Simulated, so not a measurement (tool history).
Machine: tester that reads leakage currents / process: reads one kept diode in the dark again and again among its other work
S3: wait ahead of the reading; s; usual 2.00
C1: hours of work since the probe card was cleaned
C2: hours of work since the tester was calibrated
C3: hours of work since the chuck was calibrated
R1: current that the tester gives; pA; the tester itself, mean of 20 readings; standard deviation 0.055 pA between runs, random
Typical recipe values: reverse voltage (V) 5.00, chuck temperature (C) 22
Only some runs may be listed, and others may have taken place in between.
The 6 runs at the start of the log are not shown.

{"run": 7, "hour": 531.5, "reverse voltage (V)": 5.0, "chuck temperature (C)": 22, "S3": 1.65, "C1": 883, "C2": 1860, "C3": 1939, "R1": 7.33}
{"run": 8, "hour": 601.3, "reverse voltage (V)": 5.0, "chuck temperature (C)": 22, "S3": 1.65, "C1": 926, "C2": 1903, "C3": 1982, "R1": 7.38}
{"run": 9, "hour": 672.8, "reverse voltage (V)": 5.0, "chuck temperature (C)": 20, "S3": 2.0, "C1": 970, "C2": 1947, "C3": 2026, "R1": 6.02}
{"run": 10, "hour": 768.9, "reverse voltage (V)": 5.0, "chuck temperature (C)": 52, "S3": 2.0, "C1": 1029, "C2": 2006, "C3": 2085, "R1": 101.84}
{"run": 11, "hour": 874.8, "reverse voltage (V)": 5.0, "chuck temperature (C)": 22, "S3": 2.0, "C1": 1094, "C2": 2071, "C3": 2150, "R1": 7.28}
{"run": 12, "hour": 962.1, "reverse voltage (V)": 5.0, "chuck temperature (C)": 22, "S3": 2.0, "C1": 1147, "C2": 2124, "C3": 2204, "R1": 7.31}
{"run": 13, "hour": 1063.6, "reverse voltage (V)": 5.0, "chuck temperature (C)": 22, "S3": 2.0, "C1": 1210, "C2": 2187, "C3": 2266, "R1": 7.23}
{"run": 14, "hour": 1129.3, "reverse voltage (V)": 5.0, "chuck temperature (C)": 22, "S3": 2.0, "C1": 1250, "C2": 2227, "C3": 2306, "R1": 7.3}
{"run": 15, "hour": 1244.2, "reverse voltage (V)": 5.0, "chuck temperature (C)": 22, "S3": 2.0, "C1": 1321, "C2": 2298, "C3": 2377, "R1": 7.28}
{"hour": 1285.7, "done": "chuck's temperature calibrated"}
{"run": 16, "hour": 1341.6, "reverse voltage (V)": 3.5, "chuck temperature (C)": 31, "S3": 1.05, "C1": 1379, "C2": 2356, "C3": 34, "R1": 15.07}
{"hour": 1383.8, "done": "probe card cleaned and baked"}
{"run": 17, "hour": 1395.5, "reverse voltage (V)": 3.5, "chuck temperature (C)": 31, "S3": 1.05, "C1": 7, "C2": 2388, "C3": 66, "R1": 14.98}
{"run": 18, "hour": 1466.5, "reverse voltage (V)": 3.5, "chuck temperature (C)": 31, "S3": 1.05, "C1": 51, "C2": 2431, "C3": 109, "R1": 14.91}
{"run": 19, "hour": 1567.5, "reverse voltage (V)": 13.0, "chuck temperature (C)": 21, "S3": 5.2, "C1": 113, "C2": 2493, "C3": 171, "R1": 8.95}
{"run": 20, "hour": 1655.5, "reverse voltage (V)": 1.95, "chuck temperature (C)": 32, "S3": 2.44, "C1": 167, "C2": 2548, "C3": 225, "R1": 13.51}
{"run": 21, "hour": 1728.7, "reverse voltage (V)": 1.95, "chuck temperature (C)": 32, "S3": 2.44, "C1": 212, "C2": 2593, "C3": 270, "R1": 13.37}
{"run": 22, "hour": 1822.0, "reverse voltage (V)": 1.95, "chuck temperature (C)": 32, "S3": 1.99, "C1": 269, "C2": 2650, "C3": 328, "R1": 13.54}
{"run": 23, "hour": 1887.1, "reverse voltage (V)": 9.66, "chuck temperature (C)": 32, "S3": 4.66, "C1": 309, "C2": 2690, "C3": 368, "R1": 22.44}
{"run": 24, "hour": 1948.5, "reverse voltage (V)": 8.02, "chuck temperature (C)": 25, "S3": 9.46, "C1": 347, "C2": 2728, "C3": 406, "R1": 11.03}
{"run": 25, "hour": 2061.4, "reverse voltage (V)": 8.02, "chuck temperature (C)": 25, "S3": 9.46, "C1": 416, "C2": 2797, "C3": 475, "R1": 11.01}
{"run": 26, "hour": 2175.1, "reverse voltage (V)": 5.0, "chuck temperature (C)": 26, "S3": 2.45, "C1": 486, "C2": 2867, "C3": 545, "R1": 10.49}
{"run": 27, "hour": 2261.6, "reverse voltage (V)": 4.9, "chuck temperature (C)": 41, "S3": 1.76, "C1": 540, "C2": 2920, "C3": 598, "R1": 40.35}
{"run": 28, "hour": 2365.6, "reverse voltage (V)": 4.9, "chuck temperature (C)": 41, "S3": 1.76, "C1": 604, "C2": 2984, "C3": 662, "R1": 40.33}
{"run": 29, "hour": 2416.7, "reverse voltage (V)": 4.9, "chuck temperature (C)": 41, "S3": 1.76, "C1": 635, "C2": 3015, "C3": 693, "R1": 40.22}
{"run": 30, "hour": 2511.3, "reverse voltage (V)": 5.0, "chuck temperature (C)": 21, "S3": 2.0, "C1": 693, "C2": 3074, "C3": 751, "R1": 6.63}

Predict each of these 3 candidate next runs independently; none follows another, all start after run 30:
{"run": "A", "hour": 2627.2, "reverse voltage (V)": 17.0, "chuck temperature (C)": 21, "S3": 2.0, "C1": 764, "C2": 3145, "C3": 823, "R1": "?"}
{"run": "B", "hour": 2627.2, "reverse voltage (V)": 10.5, "chuck temperature (C)": 30, "S3": 1.02, "C1": 764, "C2": 3145, "C3": 823, "R1": "?"}
{"run": "C", "hour": 2627.2, "reverse voltage (V)": 5.0, "chuck temperature (C)": 30, "S3": 0.87, "C1": 764, "C2": 3145, "C3": 823, "R1": "?"}

run=A R1=10.55
run=B R1=20.23
run=C R1=15.56
Had the tool no hidden state, the same runs would have come out as:
run=A R1=10.53
run=B R1=20.22
run=C R1=15.55
